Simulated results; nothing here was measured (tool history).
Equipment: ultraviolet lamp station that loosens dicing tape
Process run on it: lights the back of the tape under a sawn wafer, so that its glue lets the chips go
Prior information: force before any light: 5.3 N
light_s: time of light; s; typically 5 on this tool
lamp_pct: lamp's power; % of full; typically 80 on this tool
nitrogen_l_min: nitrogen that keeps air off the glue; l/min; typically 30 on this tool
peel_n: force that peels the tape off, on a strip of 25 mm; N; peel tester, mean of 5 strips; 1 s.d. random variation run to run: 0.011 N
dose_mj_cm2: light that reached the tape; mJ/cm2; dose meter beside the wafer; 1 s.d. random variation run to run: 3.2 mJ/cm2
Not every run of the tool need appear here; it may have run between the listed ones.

run	day	light_s	lamp_pct	nitrogen_l_min	peel_n	dose_mj_cm2
1	0	5	80	30	0.52	478
2	0.204	5	99	30	0.335	595
3	0.417	5	99	30	0.355	597
4	0.742	5	99	30	0.332	587
5	1.008	5	99	30	0.333	599
6	1.35	3	99	30	0.907	352
7	1.612	3	99	30	0.907	356
8	1.788	3	99	30	0.909	350
9	2.017	2	80	30	1.934	189
10	2.329	5	70	30	0.664	414
11	2.483	5	70	30	0.686	412
12	2.671	5	80	21	0.687	468
13	2.85	5	80	21	0.703	470
14	3.008	5	80	21	0.697	469
15	3.183	3	80	30	1.287	279
16	3.512	3	80	30	1.269	284
17	3.7	3	80	11	2.056	282
18	4.05	3	80	11	2.066	283
19	4.304	3	80	11	1.986	274
20	4.604	3	80	11	2.047	281
21	4.812	3	80	11	2.103	282
22	5.025	3	80	11	2.026	278
# day 5.062: window cleaned of glue's vapour
23	5.238	4	73	35	0.913	332
24	5.521	2	83	28	2.077	190
25	5.712	4	80	30	0.884	359
26	6.054	4	80	30	0.906	363
27	6.275	9	80	30	0.179	816
28	6.554	9	80	18	0.257	812
# day 6.729: window cleaned of glue's vapour, once more
29	6.762	9	80	18	0.214	869
30	6.958	9	80	18	0.237	865
31	7.188	10	98	34	0.107	1174
32	7.383	2	99	32	1.511	238
33	7.688	2	99	32	1.507	234
34	7.904	4	76	16	1.271	361
35	8.083	5	80	16	0.815	480
36	8.354	3	71	18	1.871	255
37	8.571	3	87	13	1.725	311
38	8.754	10	78	32	0.139	929
39	9.071	6	96	32	0.23	685
40	9.346	6	66	21	0.691	466
41	9.538	3	62	29	1.743	220
42	9.7	2	80	44	1.733	187

What if the next run were any one of these 3? Each begins from the tool's condition after run 42:
A	9.867	2	79	44	?	?
B	9.867	6	66	14	?	?
C	9.867	3	93	38	?	?

run	peel_n	dose_mj_cm2
A	1.787	188
B	0.943	465
C	0.902	328
The same runs, with their run-to-run variation unchanged, on a tool lacking any hidden condition would have given:
run	peel_n	dose_mj_cm2
A	1.693	197
B	0.869	489
C	0.829	345
